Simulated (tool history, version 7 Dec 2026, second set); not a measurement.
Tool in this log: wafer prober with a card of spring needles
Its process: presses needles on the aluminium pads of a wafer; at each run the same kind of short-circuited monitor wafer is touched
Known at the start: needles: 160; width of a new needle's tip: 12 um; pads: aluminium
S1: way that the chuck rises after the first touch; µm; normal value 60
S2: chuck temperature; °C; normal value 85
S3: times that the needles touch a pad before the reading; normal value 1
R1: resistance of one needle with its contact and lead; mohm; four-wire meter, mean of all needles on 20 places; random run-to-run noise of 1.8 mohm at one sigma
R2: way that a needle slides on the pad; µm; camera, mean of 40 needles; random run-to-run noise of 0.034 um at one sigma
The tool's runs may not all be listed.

Run 1, hour 0.0: usual settings. Result: R1 294 mohm, R2 11.49 µm.
At hour 1.3: tips cleaned on abrasive film.
At hour 3.7: tips cleaned on abrasive film.
At hour 6.2: tips cleaned on abrasive film.
At hour 9.2: tips cleaned on abrasive film.
At hour 11.7: tips cleaned on abrasive film.
At hour 14.8: tips cleaned on abrasive film.
Run 2, hour 16.0: usual settings. Result: R1 294 mohm, R2 11.42 µm.
At hour 17.2: tips cleaned on abrasive film.
At hour 20.3: tips cleaned on abrasive film.
At hour 23.3: tips cleaned on abrasive film.
At hour 26.4: tips cleaned on abrasive film.
At hour 28.5: height of the first contact set anew.
Run 3, hour 28.5: usual settings. Result: R1 302 mohm, R2 11.17 µm.
At hour 29.2: tips cleaned on abrasive film.
At hour 32.2: tips cleaned on abrasive film.
At hour 34.7: tips cleaned on abrasive film.
At hour 37.8: tips cleaned on abrasive film.
At hour 40.8: tips cleaned on abrasive film.
Run 4, hour 42.4: usual settings but S1 65 µm. Result: R1 294 mohm, R2 12.18 µm.
At hour 43.7: tips cleaned on abrasive film.
At hour 46.1: tips cleaned on abrasive film.
At hour 49.2: tips cleaned on abrasive film.
At hour 52.2: tips cleaned on abrasive film.
At hour 55.3: tips cleaned on abrasive film.
Run 5, hour 56.9: usual settings but S1 65 µm. Result: R1 297 mohm, R2 12.21 µm.
At hour 58.2: tips cleaned on abrasive film.
At hour 61.2: tips cleaned on abrasive film.
At hour 64.3: tips cleaned on abrasive film.
At hour 67.3: tips cleaned on abrasive film.
Run 6, hour 69.7: usual settings but S1 65 µm. Result: R1 303 mohm, R2 12.13 µm.
At hour 70.4: tips cleaned on abrasive film.
At hour 73.4: tips cleaned on abrasive film.
At hour 76.5: tips cleaned on abrasive film.
At hour 78.9: tips cleaned on abrasive film.
At hour 82.0: tips cleaned on abrasive film.
Run 7, hour 84.1: usual settings but S1 65 µm. Result: R1 298 mohm, R2 12.07 µm.
At hour 84.8: tips cleaned on abrasive film.
At hour 87.9: tips cleaned on abrasive film.
At hour 90.9: tips cleaned on abrasive film.
Run 8, hour 93.2: usual settings but S1 65 µm. Result: R1 302 mohm, R2 12.07 µm.
At hour 93.9: tips cleaned on abrasive film.
At hour 96.3: tips cleaned on abrasive film.
At hour 97.8: height of the first contact set anew, once more.
At hour 99.7: tips cleaned on abrasive film.
At hour 102.7: tips cleaned on abrasive film.
At hour 105.2: tips cleaned on abrasive film.
Run 9, hour 106.5: usual settings. Result: R1 297 mohm, R2 12.05 µm.
At hour 107.8: tips cleaned on abrasive film.
At hour 110.8: tips cleaned on abrasive film.
At hour 113.3: tips cleaned on abrasive film.
Run 10, hour 115.1: usual settings. Result: R1 297 mohm, R2 12.01 µm.
At hour 115.8: tips cleaned on abrasive film.
At hour 118.8: tips cleaned on abrasive film.
At hour 121.9: tips cleaned on abrasive film.
At hour 124.3: tips cleaned on abrasive film.
At hour 127.4: tips cleaned on abrasive film.
Run 11, hour 129.7: usual settings. Result: R1 300 mohm, R2 11.98 µm.
At hour 130.4: tips cleaned on abrasive film.
At hour 133.5: tips cleaned on abrasive film.
At hour 136.5: tips cleaned on abrasive film.
Run 12, hour 136.7: usual settings but S2 60 °C. Result: R1 279 mohm, R2 12.00 µm.
At hour 139.2: tips cleaned on abrasive film.
At hour 142.2: tips cleaned on abrasive film.
At hour 144.7: tips cleaned on abrasive film.
Run 13, hour 145.3: usual settings but S1 46 µm, S3 3. Result: R1 292 mohm, R2 9.10 µm.
At hour 147.2: tips cleaned on abrasive film.
At hour 150.2: tips cleaned on abrasive film.
At hour 152.7: tips cleaned on abrasive film.
At hour 155.2: tips cleaned on abrasive film.
Run 14, hour 155.4: usual settings but S1 46 µm, S3 3. Result: R1 294 mohm, R2 9.06 µm.
At hour 157.8: tips cleaned on abrasive film.
At hour 160.9: tips cleaned on abrasive film.
At hour 163.3: tips cleaned on abrasive film.
At hour 165.8: tips cleaned on abrasive film.
At hour 168.8: tips cleaned on abrasive film.
At hour 171.3: tips cleaned on abrasive film.
Run 15, hour 172.0: usual settings but S1 63 µm, S2 31 °C, S3 3. Result: R1 268 mohm, R2 12.44 µm.
At hour 173.9: tips cleaned on abrasive film.
At hour 177.0: tips cleaned on abrasive film.
At hour 180.0: tips cleaned on abrasive film.
At hour 183.1: tips cleaned on abrasive film.
At hour 186.1: tips cleaned on abrasive film.
Run 16, hour 187.2: usual settings but S1 46 µm, S2 54 °C. Result: R1 299 mohm, R2 9.05 µm.
At hour 189.0: tips cleaned on abrasive film.
At hour 192.1: tips cleaned on abrasive film.
At hour 195.1: tips cleaned on abrasive film.
At hour 198.2: tips cleaned on abrasive film.
At hour 200.6: tips cleaned on abrasive film.
Run 17, hour 202.3: usual settings but S1 41 µm, S2 30 °C. Result: R1 312 mohm, R2 7.96 µm.
At hour 203.5: tips cleaned on abrasive film.
At hour 206.6: tips cleaned on abrasive film.
At hour 209.1: tips cleaned on abrasive film.
At hour 212.1: tips cleaned on abrasive film.
Run 18, hour 213.2: usual settings but S1 45 µm, S2 97 °C. Result: R1 317 mohm, R2 8.75 µm.
At hour 215.0: tips cleaned on abrasive film.
At hour 217.5: tips cleaned on abrasive film.
At hour 229.5: card fitted with new needles.
At hour 232.5: tips cleaned on abrasive film.
Run 19, hour 233.1: usual settings but S1 70 µm, S2 66 °C, S3 3. Result: R1 272 mohm, R2 14.14 µm.
At hour 235.6: tips cleaned on abrasive film.
At hour 238.6: tips cleaned on abrasive film.
At hour 241.1: tips cleaned on abrasive film.
At hour 244.1: tips cleaned on abrasive film.
Run 20, hour 244.5: usual settings. Result: R1 283 mohm, R2 12.04 µm.
At hour 246.9: tips cleaned on abrasive film.
At hour 250.0: tips cleaned on abrasive film.
At hour 252.4: tips cleaned on abrasive film.
At hour 255.5: tips cleaned on abrasive film.
At hour 258.5: tips cleaned on abrasive film.
Run 21, hour 260.3: usual settings but S1 73 µm. Result: R1 285 mohm, R2 14.60 µm.
At hour 261.6: tips cleaned on abrasive film.
At hour 264.0: tips cleaned on abrasive film.
At hour 267.1: tips cleaned on abrasive film.
At hour 269.5: tips cleaned on abrasive film.
Run 22, hour 270.1: usual settings. Result: R1 285 mohm, R2 11.99 µm.
At hour 272.0: tips cleaned on abrasive film.
At hour 274.5: tips cleaned on abrasive film.
At hour 277.5: tips cleaned on abrasive film.
At hour 280.6: tips cleaned on abrasive film.
Run 23, hour 281.2: usual settings but S1 42 µm, S2 73 °C. Result: R1 297 mohm, R2 8.33 µm.
At hour 283.1: tips cleaned on abrasive film.
At hour 285.6: tips cleaned on abrasive film.
At hour 288.0: tips cleaned on abrasive film.
At hour 291.1: tips cleaned on abrasive film.
At hour 293.5: tips cleaned on abrasive film.
Run 24, hour 295.1: usual settings but S1 42 µm, S2 86 °C. Result: R1 309 mohm, R2 8.21 µm.

Each row is a separate what-if for the run after 24, all from the same tool condition, not one after another. Results?
At hour 296.4: tips cleaned on abrasive film.
At hour 298.8: tips cleaned on abrasive film.
At hour 301.9: tips cleaned on abrasive film.
At hour 304.4: tips cleaned on abrasive film.
At hour 307.4: tips cleaned on abrasive film.
Run A, hour 309.5: usual settings but S1 46 µm, S3 2. Result: R1 ?, R2 ?.
At hour 296.4: tips cleaned on abrasive film.
At hour 298.8: tips cleaned on abrasive film.
At hour 301.9: tips cleaned on abrasive film.
At hour 304.4: tips cleaned on abrasive film.
At hour 307.4: tips cleaned on abrasive film.
Run B, hour 309.5: usual settings but S1 64 µm, S2 101 °C, S3 2. Result: R1 ?, R2 ?.
At hour 296.4: tips cleaned on abrasive film.
At hour 298.8: tips cleaned on abrasive film.
At hour 301.9: tips cleaned on abrasive film.
At hour 304.4: tips cleaned on abrasive film.
At hour 307.4: tips cleaned on abrasive film.
Run C, hour 309.5: usual settings but S1 52 µm, S2 29 °C, S3 3. Result: R1 ?, R2 ?.

run   R1     R2
  A  295   9.02
  B  290  12.69
  C  273  10.26
Without the tool's hidden state the same runs would have given:
run   R1     R2
  A  283   9.26
  B  283  12.92
  C  266  10.49

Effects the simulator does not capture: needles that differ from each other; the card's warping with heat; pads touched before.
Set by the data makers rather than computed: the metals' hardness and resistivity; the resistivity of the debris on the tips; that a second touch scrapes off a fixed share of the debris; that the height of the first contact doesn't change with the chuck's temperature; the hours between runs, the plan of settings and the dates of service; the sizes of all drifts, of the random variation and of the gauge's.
